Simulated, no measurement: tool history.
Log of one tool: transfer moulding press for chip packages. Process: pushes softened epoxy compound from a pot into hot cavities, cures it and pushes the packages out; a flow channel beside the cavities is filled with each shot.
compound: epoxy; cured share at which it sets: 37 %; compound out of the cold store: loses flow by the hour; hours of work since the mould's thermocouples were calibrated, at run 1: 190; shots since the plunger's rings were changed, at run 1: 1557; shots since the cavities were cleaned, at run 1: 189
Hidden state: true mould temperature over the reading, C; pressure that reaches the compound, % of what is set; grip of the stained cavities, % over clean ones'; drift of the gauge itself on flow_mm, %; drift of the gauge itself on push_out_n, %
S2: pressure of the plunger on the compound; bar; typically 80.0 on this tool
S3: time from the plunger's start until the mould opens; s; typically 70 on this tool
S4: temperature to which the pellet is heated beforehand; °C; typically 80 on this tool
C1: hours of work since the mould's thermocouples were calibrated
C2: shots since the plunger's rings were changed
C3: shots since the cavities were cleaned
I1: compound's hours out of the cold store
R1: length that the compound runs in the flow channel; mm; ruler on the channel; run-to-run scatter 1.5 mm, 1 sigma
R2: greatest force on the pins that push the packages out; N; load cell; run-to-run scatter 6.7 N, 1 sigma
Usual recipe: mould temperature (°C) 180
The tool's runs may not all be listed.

{"run": 1, "day": 0.0, "mould temperature (°C)": 180, "S2": 80.0, "S3": 70, "S4": 80, "C1": 190, "C2": 1557, "C3": 189, "I1": 29.3, "R1": 853, "R2": 397}
{"run": 2, "day": 0.921, "mould temperature (°C)": 180, "S2": 80.0, "S3": 70, "S4": 81, "C1": 202, "C2": 1817, "C3": 449, "I1": 37.8, "R1": 825, "R2": 441}
{"run": 3, "day": 1.454, "mould temperature (°C)": 180, "S2": 64.0, "S3": 70, "S4": 80, "C1": 209, "C2": 1968, "C3": 600, "I1": 17.1, "R1": 803, "R2": 467}
{"day": 2.179, "done": "cavities cleaned with cleaning compound and waxed"}
{"run": 4, "day": 2.267, "mould temperature (°C)": 180, "S2": 64.0, "S3": 70, "S4": 80, "C1": 219, "C2": 2180, "C3": 26, "I1": 40.9, "R1": 725, "R2": 475}
{"run": 5, "day": 2.946, "mould temperature (°C)": 180, "S2": 64.0, "S3": 70, "S4": 80, "C1": 228, "C2": 2371, "C3": 217, "I1": 8.3, "R1": 832, "R2": 505}
{"run": 6, "day": 3.792, "mould temperature (°C)": 180, "S2": 64.0, "S3": 70, "S4": 80, "C1": 239, "C2": 2610, "C3": 456, "I1": 13.8, "R1": 811, "R2": 500}
{"run": 7, "day": 4.542, "mould temperature (°C)": 180, "S2": 80.0, "S3": 108, "S4": 80, "C1": 249, "C2": 2822, "C3": 668, "I1": 40.7, "R1": 801, "R2": 427}
{"day": 5.017, "done": "cavities cleaned with cleaning compound and waxed"}
{"run": 8, "day": 5.092, "mould temperature (°C)": 180, "S2": 87.5, "S3": 70, "S4": 80, "C1": 255, "C2": 2959, "C3": 21, "I1": 12.1, "R1": 950, "R2": 360}
{"day": 5.608, "done": "cavities cleaned with cleaning compound and waxed, once more"}
{"run": 9, "day": 5.975, "mould temperature (°C)": 180, "S2": 87.5, "S3": 70, "S4": 80, "C1": 266, "C2": 3192, "C3": 104, "I1": 8.8, "R1": 964, "R2": 381}
{"day": 6.45, "done": "plunger's sealing rings changed"}
{"run": 10, "day": 7.021, "mould temperature (°C)": 186, "S2": 87.5, "S3": 70, "S4": 80, "C1": 278, "C2": 161, "C3": 369, "I1": 38.1, "R1": 854, "R2": 361}
{"run": 11, "day": 7.654, "mould temperature (°C)": 186, "S2": 87.5, "S3": 70, "S4": 80, "C1": 286, "C2": 339, "C3": 547, "I1": 16.7, "R1": 933, "R2": 403}
{"run": 12, "day": 8.125, "mould temperature (°C)": 180, "S2": 80.0, "S3": 70, "S4": 80, "C1": 293, "C2": 473, "C3": 681, "I1": 35.0, "R1": 842, "R2": 456}
{"day": 8.604, "done": "cavities cleaned with cleaning compound and waxed"}
{"run": 13, "day": 8.779, "mould temperature (°C)": 180, "S2": 80.0, "S3": 70, "S4": 80, "C1": 300, "C2": 640, "C3": 50, "I1": 26.0, "R1": 875, "R2": 355}
{"run": 14, "day": 9.604, "mould temperature (°C)": 180, "S2": 80.0, "S3": 51, "S4": 75, "C1": 311, "C2": 873, "C3": 283, "I1": 30.7, "R1": 853, "R2": 762}
{"run": 15, "day": 10.538, "mould temperature (°C)": 173, "S2": 87.7, "S3": 68, "S4": 83, "C1": 324, "C2": 1136, "C3": 546, "I1": 39.1, "R1": 883, "R2": 647}
{"day": 11.475, "done": "cavities cleaned with cleaning compound and waxed"}
{"run": 16, "day": 11.475, "mould temperature (°C)": 173, "S2": 87.7, "S3": 104, "S4": 71, "C1": 335, "C2": 1383, "C3": 0, "I1": 15.7, "R1": 978, "R2": 287}
{"run": 17, "day": 12.346, "mould temperature (°C)": 173, "S2": 87.7, "S3": 104, "S4": 71, "C1": 346, "C2": 1629, "C3": 246, "I1": 25.2, "R1": 936, "R2": 350}
{"run": 18, "day": 13.288, "mould temperature (°C)": 180, "S2": 80.0, "S3": 70, "S4": 81, "C1": 359, "C2": 1896, "C3": 513, "I1": 12.8, "R1": 916, "R2": 457}
{"run": 19, "day": 14.096, "mould temperature (°C)": 180, "S2": 80.0, "S3": 59, "S4": 81, "C1": 369, "C2": 2123, "C3": 740, "I1": 37.1, "R1": 824, "R2": 586}
{"day": 14.346, "done": "cavities cleaned with cleaning compound and waxed"}
{"run": 20, "day": 14.617, "mould temperature (°C)": 182, "S2": 80.0, "S3": 70, "S4": 81, "C1": 375, "C2": 2253, "C3": 77, "I1": 44.8, "R1": 789, "R2": 314}
{"run": 21, "day": 15.342, "mould temperature (°C)": 186, "S2": 80.0, "S3": 76, "S4": 80, "C1": 385, "C2": 2457, "C3": 281, "I1": 44.7, "R1": 780, "R2": 348}
{"run": 22, "day": 15.842, "mould temperature (°C)": 186, "S2": 80.0, "S3": 76, "S4": 80, "C1": 392, "C2": 2598, "C3": 422, "I1": 38.1, "R1": 800, "R2": 360}
{"run": 23, "day": 16.483, "mould temperature (°C)": 186, "S2": 80.0, "S3": 76, "S4": 80, "C1": 400, "C2": 2779, "C3": 603, "I1": 46.2, "R1": 770, "R2": 383}
{"run": 24, "day": 17.096, "mould temperature (°C)": 176, "S2": 74.8, "S3": 101, "S4": 80, "C1": 408, "C2": 2953, "C3": 777, "I1": 8.7, "R1": 908, "R2": 402}
{"day": 17.217, "done": "cavities cleaned with cleaning compound and waxed"}
{"run": 25, "day": 17.958, "mould temperature (°C)": 176, "S2": 74.8, "S3": 60, "S4": 81, "C1": 419, "C2": 3179, "C3": 210, "I1": 20.2, "R1": 857, "R2": 672}
{"day": 18.492, "done": "plunger's sealing rings changed"}
{"run": 26, "day": 18.492, "mould temperature (°C)": 173, "S2": 68.7, "S3": 70, "S4": 79, "C1": 424, "C2": 0, "C3": 330, "I1": 18.1, "R1": 865, "R2": 627}

Here are 5 independent what-if runs from the current tool condition. What would each one return?
{"run": "A", "day": 19.088, "mould temperature (°C)": 185, "S2": 80.0, "S3": 70, "S4": 80, "C1": 432, "C2": 169, "C3": 499, "I1": 11.9, "R1": "?", "R2": "?"}
{"run": "B", "day": 19.088, "mould temperature (°C)": 180, "S2": 80.0, "S3": 70, "S4": 90, "C1": 432, "C2": 169, "C3": 499, "I1": 36.0, "R1": "?", "R2": "?"}
{"run": "C", "day": 19.088, "mould temperature (°C)": 180, "S2": 80.0, "S3": 70, "S4": 74, "C1": 432, "C2": 169, "C3": 499, "I1": 32.5, "R1": "?", "R2": "?"}
{"run": "D", "day": 19.088, "mould temperature (°C)": 176, "S2": 68.4, "S3": 70, "S4": 76, "C1": 432, "C2": 169, "C3": 499, "I1": 10.5, "R1": "?", "R2": "?"}
{"run": "E", "day": 19.088, "mould temperature (°C)": 174, "S2": 68.7, "S3": 70, "S4": 79, "C1": 432, "C2": 169, "C3": 499, "I1": 10.3, "R1": "?", "R2": "?"}

run=A R1=919 R2=402
run=B R1=841 R2=424
run=C R1=852 R2=444
run=D R1=878 R2=568
run=E R1=889 R2=653
Without the tool's unlogged condition, the same runs would have read:
run=A R1=923 R2=302
run=B R1=845 R2=319
run=C R1=856 R2=335
run=D R1=883 R2=437
run=E R1=894 R2=502
